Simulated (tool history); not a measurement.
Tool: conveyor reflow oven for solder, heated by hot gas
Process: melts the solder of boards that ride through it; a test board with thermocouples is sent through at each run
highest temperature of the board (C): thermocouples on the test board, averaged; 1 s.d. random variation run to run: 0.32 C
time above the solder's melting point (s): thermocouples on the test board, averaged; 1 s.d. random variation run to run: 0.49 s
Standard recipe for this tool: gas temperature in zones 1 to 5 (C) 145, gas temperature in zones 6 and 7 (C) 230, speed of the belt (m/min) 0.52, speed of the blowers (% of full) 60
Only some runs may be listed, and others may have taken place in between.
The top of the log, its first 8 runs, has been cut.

run,day,gas temperature in zones 1 to 5 (C),gas temperature in zones 6 and 7 (C),speed of the belt (m/min),speed of the blowers (% of full),hours of work since the flux was cleaned out,hours of work since the belt drive was overhauled,hours of work since the thermocouples were changed,highest temperature of the board (C),time above the solder's melting point (s)
9,4.821,145,230,0.52,60,170,182,317,202.8,45.9
10,5.558,145,230,0.52,60,183,195,330,203.4,45.7
# day 5.792: belt drive overhauled, speed set with a stopwatch
11,6.121,145,230,0.52,60,189,5,336,202.9,46.2
12,6.771,145,230,0.52,60,200,16,347,203.3,45.3
13,7.112,145,230,0.52,60,206,22,352,202.7,45.7
14,7.858,145,230,0.52,60,218,34,365,202.8,45.8
15,8.429,145,230,0.52,60,227,44,374,203.1,45.8
16,9.029,145,230,0.52,60,237,53,384,203.3,45.2
17,9.617,157,219,0.506,62,247,63,394,199.2,47.9
18,9.946,145,221,0.52,75,252,69,399,200.4,43.1
# day 10.238: belt drive overhauled, speed set with a stopwatch, once more
19,10.525,145,221,0.52,75,259,5,406,200.3,41.9
20,10.942,133,237,0.477,51,266,12,413,204.1,45.6
21,11.512,133,237,0.477,51,275,21,422,204,46.6
22,12.075,148,230,0.481,88,285,30,432,213,65.4
23,12.554,145,223,0.52,55,293,38,440,195.2,32.8
24,13.112,145,223,0.52,55,302,48,449,195.5,32.5
25,13.633,145,223,0.52,55,310,56,457,195.9,32.7
26,14.058,145,223,0.52,55,318,63,464,195.4,32.5
27,14.617,145,223,0.52,55,327,72,474,195.8,32
28,15.329,145,230,0.52,51,338,84,485,199,37.9
29,15.771,145,235,0.52,58,346,91,493,205.1,48.8
30,16.358,134,235,0.52,58,355,101,502,202,39.9

5 ways to go on from here, each from the tool as it stands after run 30. What would each give?
A,17.038,145,230,0.463,60,367,112,514,?,?
B,17.038,145,219,0.474,60,367,112,514,?,?
C,17.038,135,230,0.52,60,367,112,514,?,?
D,17.038,134,240,0.52,58,367,112,514,?,?
E,17.038,145,224,0.618,60,367,112,514,?,?

run,highest temperature of the board (C),time above the solder's melting point (s)
A,206.5,57.2
B,197.8,40.6
C,198.9,36.7
D,205.3,44.3
E,191.4,19
With the hidden condition removed and each run's random variation left untouched, the same runs would have given:
run,highest temperature of the board (C),time above the solder's melting point (s)
A,209.1,60.6
B,200.2,45.3
C,201.7,40.9
D,208.1,47.9
E,194.1,24
